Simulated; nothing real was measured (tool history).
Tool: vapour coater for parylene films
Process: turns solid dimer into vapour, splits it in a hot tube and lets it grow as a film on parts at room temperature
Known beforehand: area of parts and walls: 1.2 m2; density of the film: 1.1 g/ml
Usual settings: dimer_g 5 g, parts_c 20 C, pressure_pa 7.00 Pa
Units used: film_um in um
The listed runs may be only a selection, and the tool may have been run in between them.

{"run": 1, "hour": 0.0, "dimer_g": 5, "parts_c": 20, "pressure_pa": 7.0, "film_um": 2.05}
{"run": 2, "hour": 15.3, "dimer_g": 5, "parts_c": 20, "pressure_pa": 7.0, "film_um": 2.05}
{"run": 3, "hour": 27.6, "dimer_g": 5, "parts_c": 20, "pressure_pa": 7.0, "film_um": 2.01}
{"run": 4, "hour": 37.2, "dimer_g": 5, "parts_c": 25, "pressure_pa": 7.0, "film_um": 1.76}
{"run": 5, "hour": 45.1, "dimer_g": 5, "parts_c": 25, "pressure_pa": 7.0, "film_um": 1.77}
{"run": 6, "hour": 60.1, "dimer_g": 2, "parts_c": 20, "pressure_pa": 7.0, "film_um": 0.81}
{"run": 7, "hour": 69.0, "dimer_g": 4, "parts_c": 20, "pressure_pa": 7.0, "film_um": 1.62}
{"run": 8, "hour": 83.8, "dimer_g": 4, "parts_c": 20, "pressure_pa": 7.0, "film_um": 1.62}
{"run": 9, "hour": 94.6, "dimer_g": 5, "parts_c": 20, "pressure_pa": 7.0, "film_um": 2.03}
{"hour": 110.6, "done": "trap's valve overhauled"}
{"run": 10, "hour": 110.6, "dimer_g": 5, "parts_c": 20, "pressure_pa": 7.0, "film_um": 2.15}
{"run": 11, "hour": 119.4, "dimer_g": 5, "parts_c": 23, "pressure_pa": 7.0, "film_um": 2.01}
{"run": 12, "hour": 132.6, "dimer_g": 5, "parts_c": 20, "pressure_pa": 7.0, "film_um": 2.11}
{"run": 13, "hour": 147.3, "dimer_g": 5, "parts_c": 14, "pressure_pa": 7.0, "film_um": 2.51}
{"run": 14, "hour": 157.9, "dimer_g": 5, "parts_c": 14, "pressure_pa": 7.0, "film_um": 2.49}
{"run": 15, "hour": 173.9, "dimer_g": 5, "parts_c": 14, "pressure_pa": 7.0, "film_um": 2.5}
{"run": 16, "hour": 181.2, "dimer_g": 2, "parts_c": 20, "pressure_pa": 7.0, "film_um": 0.83}
{"run": 17, "hour": 196.0, "dimer_g": 2, "parts_c": 20, "pressure_pa": 7.0, "film_um": 0.85}
{"run": 18, "hour": 207.3, "dimer_g": 5, "parts_c": 20, "pressure_pa": 7.0, "film_um": 2.14}
{"run": 19, "hour": 222.3, "dimer_g": 5, "parts_c": 20, "pressure_pa": 7.0, "film_um": 2.14}
{"run": 20, "hour": 239.2, "dimer_g": 5, "parts_c": 20, "pressure_pa": 7.0, "film_um": 2.15}
{"run": 21, "hour": 248.5, "dimer_g": 5, "parts_c": 20, "pressure_pa": 7.0, "film_um": 2.12}
{"run": 22, "hour": 259.3, "dimer_g": 5, "parts_c": 20, "pressure_pa": 7.0, "film_um": 2.15}
{"run": 23, "hour": 267.1, "dimer_g": 5, "parts_c": 20, "pressure_pa": 7.0, "film_um": 2.1}
{"run": 24, "hour": 282.7, "dimer_g": 2, "parts_c": 16, "pressure_pa": 5.49, "film_um": 0.97}
{"run": 25, "hour": 291.5, "dimer_g": 2, "parts_c": 16, "pressure_pa": 5.49, "film_um": 0.97}
{"run": 26, "hour": 302.4, "dimer_g": 2, "parts_c": 16, "pressure_pa": 3.22, "film_um": 1.06}
{"run": 27, "hour": 314.8, "dimer_g": 5, "parts_c": 17, "pressure_pa": 5.28, "film_um": 2.4}
{"run": 28, "hour": 329.2, "dimer_g": 5, "parts_c": 20, "pressure_pa": 6.94, "film_um": 2.08}
{"run": 29, "hour": 339.4, "dimer_g": 2, "parts_c": 20, "pressure_pa": 7.0, "film_um": 0.85}
{"run": 30, "hour": 356.1, "dimer_g": 5, "parts_c": 26, "pressure_pa": 7.0, "film_um": 1.8}
{"run": 31, "hour": 373.2, "dimer_g": 5, "parts_c": 26, "pressure_pa": 7.0, "film_um": 1.8}
{"run": 32, "hour": 389.4, "dimer_g": 4, "parts_c": 26, "pressure_pa": 7.0, "film_um": 1.46}
{"run": 33, "hour": 397.9, "dimer_g": 5, "parts_c": 14, "pressure_pa": 4.12, "film_um": 2.62}
{"run": 34, "hour": 406.7, "dimer_g": 3, "parts_c": 23, "pressure_pa": 2.34, "film_um": 1.36}
{"run": 35, "hour": 421.5, "dimer_g": 5, "parts_c": 24, "pressure_pa": 2.95, "film_um": 2.12}
{"run": 36, "hour": 433.4, "dimer_g": 5, "parts_c": 20, "pressure_pa": 2.95, "film_um": 2.38}
{"run": 37, "hour": 440.9, "dimer_g": 5, "parts_c": 20, "pressure_pa": 2.95, "film_um": 2.35}
{"run": 38, "hour": 452.9, "dimer_g": 4, "parts_c": 12, "pressure_pa": 5.72, "film_um": 2.1}
{"run": 39, "hour": 465.8, "dimer_g": 6, "parts_c": 20, "pressure_pa": 3.94, "film_um": 2.71}
{"run": 40, "hour": 477.3, "dimer_g": 6, "parts_c": 20, "pressure_pa": 3.94, "film_um": 2.73}
{"run": 41, "hour": 488.7, "dimer_g": 7, "parts_c": 22, "pressure_pa": 7.12, "film_um": 2.75}

Predict each of these 3 candidate next runs independently; none follows another, all start after run 41:
{"run": "A", "hour": 501.1, "dimer_g": 7, "parts_c": 31, "pressure_pa": 7.12, "film_um": "?"}
{"run": "B", "hour": 501.1, "dimer_g": 7, "parts_c": 16, "pressure_pa": 7.12, "film_um": "?"}
{"run": "C", "hour": 501.1, "dimer_g": 7, "parts_c": 16, "pressure_pa": 11.42, "film_um": "?"}

run=A film_um=2.16
run=B film_um=3.23
run=C film_um=3.03
Take away the tool's hidden state, keep each run's random variation, and the runs would have read:
run=A film_um=2.24
run=B film_um=3.36
run=C film_um=3.15
